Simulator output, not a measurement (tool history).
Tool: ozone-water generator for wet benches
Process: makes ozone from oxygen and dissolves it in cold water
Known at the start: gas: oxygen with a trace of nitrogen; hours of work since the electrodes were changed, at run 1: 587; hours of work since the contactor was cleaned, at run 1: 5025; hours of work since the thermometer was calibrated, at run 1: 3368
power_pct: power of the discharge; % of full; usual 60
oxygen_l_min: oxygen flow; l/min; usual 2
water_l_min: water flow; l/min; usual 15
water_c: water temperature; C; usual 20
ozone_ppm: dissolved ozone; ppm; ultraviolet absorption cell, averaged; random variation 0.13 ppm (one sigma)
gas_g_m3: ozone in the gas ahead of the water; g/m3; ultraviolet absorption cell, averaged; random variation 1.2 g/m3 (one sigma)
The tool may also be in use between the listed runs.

| run | day | power_pct | oxygen_l_min | water_l_min | water_c | hours of work since the electrodes were changed | hours of work since the contactor was cleaned | hours of work since the thermometer was calibrated | ozone_ppm | gas_g_m3 |
|---|---|---|---|---|---|---|---|---|---|---|
| 1 | 0 | 60 | 2 | 15 | 20 | 587 | 5025 | 3368 | 12.8 | 224 |
| 2 | 1.846 | 60 | 2 | 15 | 20 | 616 | 5054 | 3397 | 12.8 | 224.2 |
| 3 | 3.088 | 60 | 2 | 15 | 17 | 636 | 5073 | 3417 | 13.2 | 224.8 |
| 4 | 4.433 | 60 | 2 | 15 | 17 | 657 | 5095 | 3438 | 13.2 | 222 |
| 5 | 6.362 | 60 | 2 | 15 | 20 | 687 | 5125 | 3469 | 13 | 226.1 |
| 6 | 8.183 | 60 | 2.64 | 15 | 20 | 716 | 5154 | 3497 | 14 | 203.5 |
| 7 | 9.946 | 60 | 2.64 | 15 | 20 | 744 | 5182 | 3525 | 13.8 | 204.3 |
| 8 | 11.517 | 60 | 2.64 | 15 | 20 | 769 | 5207 | 3550 | 13.9 | 202.4 |
| 9 | 14.233 | 60 | 2.64 | 15 | 20 | 812 | 5250 | 3593 | 13.9 | 203.6 |
| 10 | 15.571 | 60 | 1.7 | 15 | 20 | 833 | 5271 | 3614 | 11.9 | 240.1 |
| 11 | 17.583 | 60 | 2 | 15 | 20 | 865 | 5303 | 3646 | 12.7 | 224.9 |
| 12 | 19.825 | 60 | 2 | 15 | 20 | 900 | 5338 | 3682 | 13 | 225.9 |
| 13 | 22.238 | 40 | 2 | 15 | 20 | 939 | 5376 | 3720 | 9.9 | 173.7 |
| 14 | 24.375 | 40 | 2 | 15 | 20 | 972 | 5410 | 3754 | 10.1 | 175.8 |
| 15 | 25.896 | 60 | 2 | 15 | 20 | 996 | 5434 | 3778 | 12.7 | 224.9 |
| 16 | 27.638 | 60 | 2 | 15 | 20 | 1024 | 5462 | 3805 | 13.1 | 225.6 |
| 17 | 29.133 | 57 | 3.04 | 12 | 14 | 1048 | 5486 | 3829 | 18.3 | 188.9 |
| 18 | 31.692 | 57 | 3.04 | 12 | 14 | 1088 | 5526 | 3869 | 18.3 | 188.5 |
| 19 | 33.971 | 60 | 2 | 17 | 20 | 1124 | 5562 | 3905 | 11.6 | 230 |
| 20 | 35.429 | 60 | 3.22 | 15 | 20 | 1147 | 5585 | 3928 | 14.6 | 191.9 |
| 21 | 37.958 | 60 | 3.22 | 15 | 20 | 1187 | 5625 | 3968 | 14.8 | 190.9 |
| 22 | 39.171 | 60 | 1.68 | 10 | 20 | 1206 | 5644 | 3988 | 18 | 245.3 |
| 23 | 41.342 | 60 | 1.68 | 10 | 20 | 1241 | 5679 | 4022 | 18.2 | 246.6 |
|  | 42.5 | water thermometer calibrated |
| 24 | 42.733 | 54 | 2.36 | 15 | 20 | 1263 | 5700 | 4 | 12.6 | 199 |
| 25 | 43.996 | 96 | 2.36 | 18 | 15 | 1282 | 5720 | 24 | 16.1 | 287 |
| 26 | 45.521 | 42 | 3.07 | 15 | 13 | 1307 | 5744 | 48 | 12.8 | 155.8 |
| 27 | 48.112 | 42 | 3.07 | 15 | 13 | 1348 | 5785 | 89 | 12.6 | 157.7 |
| 28 | 49.633 | 42 | 3.07 | 15 | 13 | 1372 | 5809 | 113 | 12.5 | 154.2 |
| 29 | 51.925 | 42 | 3.07 | 15 | 13 | 1408 | 5846 | 149 | 12.7 | 157.3 |
| 30 | 53.733 | 42 | 3.07 | 15 | 13 | 1437 | 5874 | 178 | 12.5 | 156 |

Hidden state or all else? Some run-to-run changes of gas_g_m3, split into what the settings, what came in and random variation would give without the hidden state, and what is left for the hidden state (with any gauge scatter that isn't in both results):
The hidden state here: yield of the discharge, % of new electrodes'; contactor's efficiency, % of a clean one's; true water temperature over the reading, C; drift of the gauge itself on ozone_ppm, %; drift of the gauge itself on gas_g_m3, %.
Run 21 -> 22: oxygen_l_min 3.22 -> 1.68, water_l_min 15 -> 10. gas_g_m3 +54.4 g/m3: hidden state +1, all else +53.4.
Run 24 -> 25: power_pct 54 -> 96, water_l_min 15 -> 18, water_c 20 -> 15. gas_g_m3 +88 g/m3: hidden state +1.8, all else +86.2.
Run 25 -> 26: power_pct 96 -> 42, oxygen_l_min 2.36 -> 3.07, water_l_min 18 -> 15, water_c 15 -> 13. gas_g_m3 -131.2 g/m3: hidden state -2.5, all else -128.7.
